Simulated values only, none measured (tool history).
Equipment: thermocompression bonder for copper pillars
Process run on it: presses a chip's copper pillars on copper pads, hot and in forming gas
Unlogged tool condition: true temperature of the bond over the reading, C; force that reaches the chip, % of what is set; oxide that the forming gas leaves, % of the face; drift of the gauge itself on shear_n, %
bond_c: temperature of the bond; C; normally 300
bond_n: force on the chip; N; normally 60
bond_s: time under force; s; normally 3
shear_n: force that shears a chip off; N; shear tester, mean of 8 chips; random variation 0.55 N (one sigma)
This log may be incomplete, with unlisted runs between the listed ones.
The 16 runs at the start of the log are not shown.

| run | hour | bond_c | bond_n | bond_s | hours of work since the heater was calibrated | hours of work since the force cell was calibrated | hours of work since the gas filter was changed | shear_n |
|---|---|---|---|---|---|---|---|---|
| 17 | 263.5 | 300 | 85 | 3 | 50 | 770 | 159 | 41.8 |
| 18 | 282.1 | 300 | 85 | 3 | 64 | 784 | 172 | 40.7 |
| 19 | 303.1 | 318 | 48 | 3 | 79 | 799 | 187 | 31.8 |
| 20 | 313.4 | 300 | 69 | 2 | 86 | 806 | 195 | 29.0 |
| 21 | 337.9 | 310 | 84 | 5 | 104 | 824 | 212 | 53.9 |
| 22 | 360.0 | 315 | 54 | 2 | 120 | 840 | 228 | 28.6 |
| 23 | 375.8 | 313 | 63 | 2 | 131 | 852 | 240 | 31.4 |
| 24 | 399.0 | 313 | 63 | 2 | 148 | 868 | 257 | 30.8 |
| 25 | 411.1 | 271 | 79 | 3 | 157 | 877 | 265 | 23.0 |
| 26 | 428.6 | 299 | 36 | 3 | 170 | 890 | 278 | 17.3 |
| 27 | 451.5 | 273 | 37 | 3 | 186 | 906 | 295 | 11.1 |
| 28 | 466.6 | 273 | 80 | 3 | 197 | 917 | 305 | 24.2 |
|  | 479.0 | forming gas filter changed |
| 29 | 479.1 | 300 | 70 | 3 | 206 | 926 | 0 | 34.7 |
| 30 | 493.5 | 299 | 60 | 5 | 216 | 936 | 10 | 34.9 |
| 31 | 505.5 | 299 | 60 | 5 | 225 | 945 | 19 | 34.4 |
| 32 | 530.4 | 299 | 60 | 5 | 243 | 963 | 37 | 34.4 |
|  | 542.8 | force cell calibrated |
| 33 | 548.7 | 299 | 60 | 5 | 255 | 4 | 49 | 37.7 |
| 34 | 564.8 | 328 | 60 | 5 | 267 | 16 | 61 | 52.7 |
| 35 | 589.1 | 323 | 67 | 4 | 284 | 34 | 79 | 49.8 |

Consider 3 possible next runs. They are alternatives, not a sequence: every one starts from the tool as it was left by run 35. What does each give?
| A | 602.9 | 323 | 67 | 5 | 294 | 43 | 88 | ? |
| B | 602.9 | 279 | 60 | 2 | 294 | 43 | 88 | ? |
| C | 602.9 | 300 | 50 | 3 | 294 | 43 | 88 | ? |

| run | shear_n |
|---|---|
| A | 53.9 |
| B | 18.0 |
| C | 25.3 |
Had the tool no hidden state, the same runs would have come out as:
| run | shear_n |
|---|---|
| A | 56.0 |
| B | 19.2 |
| C | 26.7 |

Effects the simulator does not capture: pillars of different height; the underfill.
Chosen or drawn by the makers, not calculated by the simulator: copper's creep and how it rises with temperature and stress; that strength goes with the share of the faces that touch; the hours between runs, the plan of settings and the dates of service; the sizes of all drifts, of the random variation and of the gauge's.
